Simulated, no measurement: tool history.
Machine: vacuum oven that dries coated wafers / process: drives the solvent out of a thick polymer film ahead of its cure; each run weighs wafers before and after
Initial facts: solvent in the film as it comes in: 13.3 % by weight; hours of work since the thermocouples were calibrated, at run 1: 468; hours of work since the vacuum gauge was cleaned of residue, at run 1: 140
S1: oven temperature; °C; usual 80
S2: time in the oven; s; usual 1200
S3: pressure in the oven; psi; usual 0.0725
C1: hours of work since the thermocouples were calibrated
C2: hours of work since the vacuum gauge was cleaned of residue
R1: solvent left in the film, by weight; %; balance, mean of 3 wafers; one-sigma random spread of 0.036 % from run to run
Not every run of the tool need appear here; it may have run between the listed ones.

| run | hour | S1 | S2 | S3 | C1 | C2 | R1 |
|---|---|---|---|---|---|---|---|
| 1 | 0 | 80 | 1200 | 0.0725 | 468 | 140 | 2.21 |
| 2 | 56.4 | 80 | 1200 | 0.0725 | 499 | 171 | 2.19 |
| 3 | 160.4 | 80 | 1200 | 0.0725 | 557 | 228 | 2.23 |
| 4 | 211.5 | 80 | 1200 | 0.0725 | 585 | 257 | 2.23 |
| 5 | 289.9 | 80 | 1020 | 0.0725 | 629 | 300 | 2.89 |
| 6 | 377.1 | 80 | 1020 | 0.0725 | 677 | 348 | 2.87 |
| 7 | 458.3 | 80 | 1200 | 0.0909 | 722 | 393 | 2.36 |
| 8 | 511.2 | 80 | 1200 | 0.0909 | 751 | 423 | 2.46 |
| 9 | 616.2 | 80 | 1200 | 0.0909 | 809 | 481 | 2.35 |
| 10 | 691.1 | 80 | 1200 | 0.0909 | 851 | 522 | 2.47 |
| 11 | 738 | 80 | 1200 | 0.0909 | 877 | 548 | 2.47 |
| 12 | 831.3 | 80 | 1200 | 0.0909 | 928 | 600 | 2.49 |
| 13 | 924.1 | 80 | 1200 | 0.1355 | 980 | 651 | 2.66 |
| 14 | 1021.5 | 75 | 1200 | 0.0725 | 1034 | 705 | 3.35 |
| 15 | 1072.6 | 80 | 1200 | 0.0725 | 1062 | 734 | 2.53 |
| 16 | 1132.4 | 80 | 1200 | 0.0725 | 1095 | 767 | 2.55 |
| 17 | 1229.2 | 89 | 1200 | 0.0725 | 1149 | 820 | 1.23 |
| 18 | 1317.1 | 89 | 1200 | 0.0725 | 1197 | 869 | 1.25 |
| 19 | 1374.7 | 80 | 1200 | 0.0837 | 1229 | 901 | 2.57 |
| 20 | 1438.8 | 80 | 1200 | 0.0837 | 1265 | 936 | 2.62 |
| 21 | 1484 | 80 | 1200 | 0.0837 | 1290 | 961 | 2.62 |
| 22 | 1566.4 | 80 | 1200 | 0.0837 | 1336 | 1007 | 2.69 |
| 23 | 1646.4 | 80 | 1200 | 0.0837 | 1380 | 1051 | 2.7 |
| 24 | 1705.8 | 85 | 1200 | 0.0458 | 1413 | 1084 | 1.86 |
| 25 | 1811.6 | 86 | 720 | 0.2589 | 1471 | 1143 | 3.92 |
| 26 | 1909.2 | 86 | 720 | 0.2589 | 1525 | 1197 | 3.95 |
| 27 | 2018.8 | 88 | 1080 | 0.0725 | 1586 | 1258 | 1.82 |
| 28 | 2089.6 | 80 | 1200 | 0.0413 | 1625 | 1297 | 2.68 |
|  | 2106.6 | oven's thermocouples calibrated |
| 29 | 2175.7 | 80 | 1200 | 0.0413 | 38 | 1343 | 2.14 |
| 30 | 2279.9 | 80 | 1200 | 0.0413 | 96 | 1401 | 2.2 |
| 31 | 2335.1 | 89 | 1980 | 0.0725 | 127 | 1432 | 0.47 |
| 32 | 2412.7 | 89 | 720 | 0.1764 | 170 | 1475 | 2.79 |
| 33 | 2520.7 | 70 | 1920 | 0.2527 | 229 | 1534 | 3.16 |
| 34 | 2590.9 | 67 | 900 | 0.2883 | 268 | 1573 | 6.53 |
| 35 | 2667.4 | 90 | 600 | 0.0528 | 311 | 1616 | 3.05 |
| 36 | 2734.9 | 88 | 840 | 0.0528 | 348 | 1653 | 2.25 |
| 37 | 2821.2 | 85 | 900 | 0.0421 | 396 | 1701 | 2.49 |
| 38 | 2901.2 | 74 | 1200 | 0.0463 | 440 | 1745 | 3.36 |
| 39 | 3001.5 | 74 | 1200 | 0.0463 | 496 | 1801 | 3.42 |
| 40 | 3070.4 | 74 | 960 | 0.1482 | 534 | 1839 | 4.56 |
| 41 | 3116 | 79 | 960 | 0.1482 | 559 | 1864 | 3.64 |
| 42 | 3212.8 | 79 | 960 | 0.0432 | 613 | 1918 | 3.43 |
|  | 3283.4 | vacuum gauge cleaned of residue and calibrated |
| 43 | 3317.3 | 94 | 1140 | 0.0725 | 670 | 19 | 0.76 |
| 44 | 3417.6 | 91 | 2160 | 0.0534 | 725 | 74 | 0.17 |
| 45 | 3479.5 | 91 | 2160 | 0.0534 | 759 | 109 | 0.26 |
| 46 | 3556.2 | 91 | 1500 | 0.1018 | 802 | 151 | 0.63 |

Hidden state or all else? Some run-to-run changes of R1, split into what the settings, what came in and random variation would give without the hidden state, and what is left for the hidden state (with any gauge scatter that isn't in both results):
What the log doesn't record here: true wafer temperature over the reading, C; true pressure over the reading, kPa; drift of the gauge itself on solvent_pct, %.
Run 18 -> 19: S1 89 -> 80, S3 0.0725 -> 0.0837. R1 +1.32 %: hidden state +0.19, all else +1.13.
Run 28 -> 29: oven's thermocouples calibrated. R1 -0.54 %: hidden state -0.57, all else +0.03.
Run 33 -> 34: S1 70 -> 67, S2 1920 -> 900, S3 0.2527 -> 0.2883. R1 +3.37 %: hidden state -0.02, all else +3.39.
Run 34 -> 35: S1 67 -> 90, S2 900 -> 600, S3 0.2883 -> 0.0528. R1 -3.48 %: hidden state -0.11, all else -3.37.
Run 42 -> 43: S1 79 -> 94, S2 960 -> 1140, S3 0.0432 -> 0.0725, vacuum gauge cleaned of residue and calibrated. R1 -2.67 %: hidden state -0.34, all else -2.33.
